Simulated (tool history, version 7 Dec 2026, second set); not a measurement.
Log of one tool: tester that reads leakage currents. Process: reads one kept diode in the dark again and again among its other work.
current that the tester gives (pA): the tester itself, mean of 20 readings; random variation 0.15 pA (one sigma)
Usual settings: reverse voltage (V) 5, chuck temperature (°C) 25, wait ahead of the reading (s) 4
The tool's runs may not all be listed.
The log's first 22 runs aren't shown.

run,hour,reverse voltage (V),chuck temperature (°C),wait ahead of the reading (s),current that the tester gives (pA)
# hour 3436.8: tester calibrated
23,3539.6,5,20,4,29.48
24,3644.3,3.26,20,2.8,23.84
25,3801,3.26,20,0.33,24.16
26,4004.9,4.92,20,4,29.02
27,4107.3,4.92,20,4,29.18
28,4316.9,4.08,21,1.76,29.19
29,4410,4.08,21,1.76,29.21
30,4564.3,4.08,21,1.76,29.27
31,4721.8,4.08,21,1.76,29.3
32,4905.4,9.76,32,8.13,121.77
33,5114,9.76,32,8.13,122.15
34,5281.7,11.42,32,8.13,131.8
35,5479.1,11.42,32,8.13,132.1
# hour 5517.6: probe card cleaned and baked
36,5598.5,11.42,32,8.13,132.08
37,5749.3,1.58,39,4,91.01
38,5917,1.58,29,4,38.16
39,6140.4,1.58,29,4,38.11

Forecast each of these 3 alternatives for the next run:
A,6236,4.89,23,0.43,?
B,6236,1.58,29,5.25,?
C,6236,5,56,2.71,?

run,current that the tester gives (pA)
A,38.85
B,38.54
C,620.07
Without the tool's hidden state the same runs would have given:
run,current that the tester gives (pA)
A,38.83
B,38.52
C,619.87
